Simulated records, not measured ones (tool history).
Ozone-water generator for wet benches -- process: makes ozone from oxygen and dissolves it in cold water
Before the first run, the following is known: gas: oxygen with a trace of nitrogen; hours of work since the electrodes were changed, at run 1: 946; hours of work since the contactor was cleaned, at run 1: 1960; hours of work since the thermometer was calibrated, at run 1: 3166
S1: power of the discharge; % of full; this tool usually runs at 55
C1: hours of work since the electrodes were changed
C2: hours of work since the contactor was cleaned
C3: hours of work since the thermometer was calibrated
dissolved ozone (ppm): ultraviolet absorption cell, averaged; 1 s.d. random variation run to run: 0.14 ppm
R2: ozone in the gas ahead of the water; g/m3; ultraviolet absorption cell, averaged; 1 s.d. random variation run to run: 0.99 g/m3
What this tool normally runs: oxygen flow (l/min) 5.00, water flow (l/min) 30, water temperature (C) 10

Run 1, hour 0.0: usual settings; C1 946; C2 1960; C3 3166. Result: dissolved ozone (ppm) 14.2, R2 167.2 g/m3.
Run 2, hour 47.3: usual settings but water temperature (C) 6; C1 981; C2 1995; C3 3201. Result: dissolved ozone (ppm) 14.7, R2 164.9 g/m3.
Run 3, hour 80.5: usual settings but oxygen flow (l/min) 3.53, water temperature (C) 6; C1 1006; C2 2019; C3 3226. Result: dissolved ozone (ppm) 13.2, R2 192.5 g/m3.
Run 4, hour 111.5: usual settings but water temperature (C) 7; C1 1029; C2 2042; C3 3249. Result: dissolved ozone (ppm) 14.7, R2 164.0 g/m3.
Run 5, hour 137.5: usual settings but water temperature (C) 7; C1 1048; C2 2062; C3 3268. Result: dissolved ozone (ppm) 14.6, R2 164.7 g/m3.
Run 6, hour 162.0: usual settings; C1 1066; C2 2080; C3 3286. Result: dissolved ozone (ppm) 14.5, R2 165.7 g/m3.
Run 7, hour 204.9: usual settings but S1 75 % of full; C1 1098; C2 2112; C3 3318. Result: dissolved ozone (ppm) 18.3, R2 210.3 g/m3.
Run 8, hour 252.2: usual settings but S1 75 % of full; C1 1133; C2 2147; C3 3353. Result: dissolved ozone (ppm) 18.2, R2 211.5 g/m3.
Run 9, hour 291.5: usual settings but S1 75 % of full; C1 1162; C2 2176; C3 3382. Result: dissolved ozone (ppm) 18.3, R2 211.8 g/m3.
Run 10, hour 324.5: usual settings but S1 75 % of full; C1 1187; C2 2200; C3 3407. Result: dissolved ozone (ppm) 18.2, R2 210.6 g/m3.
Run 11, hour 369.9: usual settings; C1 1220; C2 2234; C3 3440. Result: dissolved ozone (ppm) 14.1, R2 163.7 g/m3.
Run 12, hour 411.1: usual settings but oxygen flow (l/min) 4.48; C1 1251; C2 2264; C3 3471. Result: dissolved ozone (ppm) 13.5, R2 173.3 g/m3.
Run 13, hour 438.8: usual settings; C1 1272; C2 2285; C3 3491. Result: dissolved ozone (ppm) 14.1, R2 164.3 g/m3.
Run 14, hour 462.9: usual settings; C1 1289; C2 2303; C3 3509. Result: dissolved ozone (ppm) 14.4, R2 162.1 g/m3.
Run 15, hour 506.4: usual settings; C1 1322; C2 2335; C3 3541. Result: dissolved ozone (ppm) 14.0, R2 163.3 g/m3.
Run 16, hour 543.8: usual settings; C1 1349; C2 2363; C3 3569. Result: dissolved ozone (ppm) 14.0, R2 164.0 g/m3.
Run 17, hour 579.3: usual settings; C1 1376; C2 2389; C3 3596. Result: dissolved ozone (ppm) 14.0, R2 163.7 g/m3.
Run 18, hour 622.8: usual settings but oxygen flow (l/min) 4.71; C1 1408; C2 2421; C3 3628. Result: dissolved ozone (ppm) 13.6, R2 168.1 g/m3.
Run 19, hour 670.2: usual settings but S1 68 % of full, oxygen flow (l/min) 7.83, water temperature (C) 6; C1 1443; C2 2456; C3 3663. Result: dissolved ozone (ppm) 19.0, R2 159.3 g/m3.
Run 20, hour 713.9: usual settings but S1 80 % of full, oxygen flow (l/min) 4.13; C1 1475; C2 2489; C3 3695. Result: dissolved ozone (ppm) 17.7, R2 238.5 g/m3.
Run 21, hour 736.4: usual settings but S1 80 % of full, oxygen flow (l/min) 4.13; C1 1492; C2 2505; C3 3712. Result: dissolved ozone (ppm) 17.8, R2 238.7 g/m3.
Run 22, hour 775.3: usual settings but S1 92 % of full, water flow (l/min) 38; C1 1521; C2 2534; C3 3741. Result: dissolved ozone (ppm) 16.9, R2 246.3 g/m3.
Run 23, hour 817.0: usual settings but S1 92 % of full, water flow (l/min) 38; C1 1552; C2 2565; C3 3772. Result: dissolved ozone (ppm) 16.7, R2 244.3 g/m3.
Run 24, hour 862.2: usual settings but S1 92 % of full, water flow (l/min) 38; C1 1585; C2 2599; C3 3805. Result: dissolved ozone (ppm) 16.8, R2 245.2 g/m3.
Run 25, hour 889.6: usual settings but S1 92 % of full, water flow (l/min) 38; C1 1606; C2 2619; C3 3826. Result: dissolved ozone (ppm) 16.8, R2 245.1 g/m3.
Run 26, hour 913.0: usual settings but S1 50 % of full, water flow (l/min) 27; C1 1623; C2 2636; C3 3843. Result: dissolved ozone (ppm) 14.3, R2 150.3 g/m3.
Run 27, hour 945.2: usual settings but S1 50 % of full, water flow (l/min) 27, water temperature (C) 11; C1 1647; C2 2660; C3 3867. Result: dissolved ozone (ppm) 13.9, R2 150.8 g/m3.
Run 28, hour 969.0: usual settings but water flow (l/min) 47, water temperature (C) 7; C1 1664; C2 2678; C3 3884. Result: dissolved ozone (ppm) 9.0, R2 163.4 g/m3.
Run 29, hour 994.9: usual settings but water flow (l/min) 47, water temperature (C) 7; C1 1684; C2 2697; C3 3903. Result: dissolved ozone (ppm) 9.1, R2 161.9 g/m3.
Run 30, hour 1031.8: usual settings but water flow (l/min) 47, water temperature (C) 7; C1 1711; C2 2724; C3 3931. Result: dissolved ozone (ppm) 9.3, R2 161.5 g/m3.
Run 31, hour 1076.1: usual settings but oxygen flow (l/min) 3.01, water flow (l/min) 47, water temperature (C) 7; C1 1744; C2 2757; C3 3964. Result: dissolved ozone (ppm) 7.3, R2 204.3 g/m3.
Run 32, hour 1108.0: usual settings but oxygen flow (l/min) 8.82, water flow (l/min) 47, water temperature (C) 7; C1 1768; C2 2781; C3 3987. Result: dissolved ozone (ppm) 10.9, R2 125.7 g/m3.
At hour 1140.1: contactor cleaned.
Run 33, hour 1149.9: usual settings but S1 56 % of full, water flow (l/min) 24; C1 1796; C2 7; C3 4015. Result: dissolved ozone (ppm) 17.6, R2 165.0 g/m3.

What if the next run were any one of these 4? Each begins from the tool's condition after run 33:
Run A, hour 1174.7: usual settings but S1 98 % of full, water flow (l/min) 27, water temperature (C) 9; C1 1814; C2 26; C3 4034. Result: dissolved ozone (ppm) ?, R2 ?.
Run B, hour 1174.7: usual settings but oxygen flow (l/min) 4.55, water temperature (C) 12; C1 1814; C2 26; C3 4034. Result: dissolved ozone (ppm) ?, R2 ?.
Run C, hour 1174.7: usual settings but S1 56 % of full, oxygen flow (l/min) 3.09, water flow (l/min) 24; C1 1814; C2 26; C3 4034. Result: dissolved ozone (ppm) ?, R2 ?.
Run D, hour 1174.7: usual settings but S1 56 % of full, water flow (l/min) 46, water temperature (C) 6; C1 1814; C2 26; C3 4034. Result: dissolved ozone (ppm) ?, R2 ?.

run  dissolved ozone (ppm)     R2
  A                   25.2  253.7
  B                   13.7  168.5
  C                   15.8  202.2
  D                   10.1  165.2
Take away the tool's hidden state, keep each run's random variation, and the runs would have read:
run  dissolved ozone (ppm)     R2
  A                   27.9  278.5
  B                   14.7  178.7
  C                   16.8  214.7
  D                   10.8  175.4
